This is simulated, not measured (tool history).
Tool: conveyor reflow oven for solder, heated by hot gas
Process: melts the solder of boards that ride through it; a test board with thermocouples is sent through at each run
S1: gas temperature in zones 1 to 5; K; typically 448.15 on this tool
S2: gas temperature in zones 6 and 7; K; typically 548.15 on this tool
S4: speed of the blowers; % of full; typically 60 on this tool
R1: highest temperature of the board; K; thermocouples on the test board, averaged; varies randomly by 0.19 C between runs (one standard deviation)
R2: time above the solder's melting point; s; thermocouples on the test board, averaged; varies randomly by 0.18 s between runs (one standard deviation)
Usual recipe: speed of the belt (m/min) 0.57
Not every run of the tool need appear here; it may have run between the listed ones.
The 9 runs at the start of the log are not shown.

{"run": 10, "day": 25.675, "S1": 448.15, "S2": 537.15, "speed of the belt (m/min)": 0.57, "S4": 60, "R1": 517.15, "R2": 41.1}
{"run": 11, "day": 28.629, "S1": 448.15, "S2": 537.15, "speed of the belt (m/min)": 0.57, "S4": 60, "R1": 517.25, "R2": 41.1}
{"day": 31.804, "done": "flux residue cleaned out of gas plates and filters"}
{"run": 12, "day": 33.108, "S1": 448.15, "S2": 537.15, "speed of the belt (m/min)": 0.57, "S4": 60, "R1": 519.45, "R2": 43.6}
{"run": 13, "day": 35.367, "S1": 448.15, "S2": 548.15, "speed of the belt (m/min)": 0.57, "S4": 60, "R1": 528.15, "R2": 49.4}
{"run": 14, "day": 38.792, "S1": 448.15, "S2": 548.15, "speed of the belt (m/min)": 0.541, "S4": 60, "R1": 530.25, "R2": 53.5}
{"day": 41.604, "done": "belt drive overhauled, speed set with a stopwatch"}
{"run": 15, "day": 42.917, "S1": 448.15, "S2": 548.15, "speed of the belt (m/min)": 0.541, "S4": 60, "R1": 528.35, "R2": 50.9}
{"run": 16, "day": 45.254, "S1": 445.15, "S2": 550.15, "speed of the belt (m/min)": 0.57, "S4": 60, "R1": 526.75, "R2": 46}
{"run": 17, "day": 48.358, "S1": 461.15, "S2": 548.15, "speed of the belt (m/min)": 0.57, "S4": 72, "R1": 532.35, "R2": 55.1}
{"day": 50.129, "done": "flux residue cleaned out of gas plates and filters"}
{"run": 18, "day": 52.046, "S1": 455.15, "S2": 549.15, "speed of the belt (m/min)": 0.536, "S4": 72, "R1": 536.95, "R2": 58.9}
{"run": 19, "day": 54.55, "S1": 436.15, "S2": 548.15, "speed of the belt (m/min)": 0.57, "S4": 80, "R1": 532.95, "R2": 48.6}
{"run": 20, "day": 56.588, "S1": 448.15, "S2": 545.15, "speed of the belt (m/min)": 0.487, "S4": 60, "R1": 531.05, "R2": 59.3}
{"run": 21, "day": 60.225, "S1": 440.15, "S2": 562.15, "speed of the belt (m/min)": 0.487, "S4": 51, "R1": 539.85, "R2": 61.1}
{"run": 22, "day": 64.046, "S1": 440.15, "S2": 562.15, "speed of the belt (m/min)": 0.487, "S4": 51, "R1": 539.35, "R2": 61.4}
{"run": 23, "day": 66.075, "S1": 440.15, "S2": 549.15, "speed of the belt (m/min)": 0.487, "S4": 81, "R1": 538.65, "R2": 62}
{"day": 68.229, "done": "flux residue cleaned out of gas plates and filters"}
{"run": 24, "day": 70.275, "S1": 446.15, "S2": 557.15, "speed of the belt (m/min)": 0.512, "S4": 62, "R1": 541.45, "R2": 61.4}
{"run": 25, "day": 72.129, "S1": 448.15, "S2": 548.15, "speed of the belt (m/min)": 0.57, "S4": 73, "R1": 534.45, "R2": 52.2}
{"run": 26, "day": 75.046, "S1": 443.15, "S2": 549.15, "speed of the belt (m/min)": 0.524, "S4": 68, "R1": 534.95, "R2": 56}
{"day": 75.875, "done": "thermocouples of zones 6 and 7 changed"}
{"run": 27, "day": 78.608, "S1": 457.15, "S2": 549.15, "speed of the belt (m/min)": 0.524, "S4": 68, "R1": 533.05, "R2": 59.8}
{"run": 28, "day": 80.921, "S1": 457.15, "S2": 549.15, "speed of the belt (m/min)": 0.524, "S4": 68, "R1": 533.15, "R2": 59.9}
{"run": 29, "day": 83.621, "S1": 457.15, "S2": 549.15, "speed of the belt (m/min)": 0.524, "S4": 68, "R1": 532.75, "R2": 59.9}
{"day": 86.3, "done": "flux residue cleaned out of gas plates and filters"}
{"run": 30, "day": 87.546, "S1": 457.15, "S2": 549.15, "speed of the belt (m/min)": 0.524, "S4": 68, "R1": 535.15, "R2": 61.1}

Below are 3 alternative next runs, each starting from the tool's condition after run 30. Predict each:
{"run": "A", "day": 89.604, "S1": 459.15, "S2": 540.15, "speed of the belt (m/min)": 0.524, "S4": 56, "R1": "?", "R2": "?"}
{"run": "B", "day": 89.604, "S1": 448.15, "S2": 547.15, "speed of the belt (m/min)": 0.521, "S4": 60, "R1": "?", "R2": "?"}
{"run": "C", "day": 89.604, "S1": 434.15, "S2": 563.15, "speed of the belt (m/min)": 0.57, "S4": 63, "R1": "?", "R2": "?"}

run=A R1=523.55 R2=54.7
run=B R1=529.25 R2=54.6
run=C R1=537.65 R2=50.4
Without the tool's unlogged condition, the same runs would have read:
run=A R1=523.25 R2=53.4
run=B R1=529.05 R2=53.4
run=C R1=537.45 R2=49.3
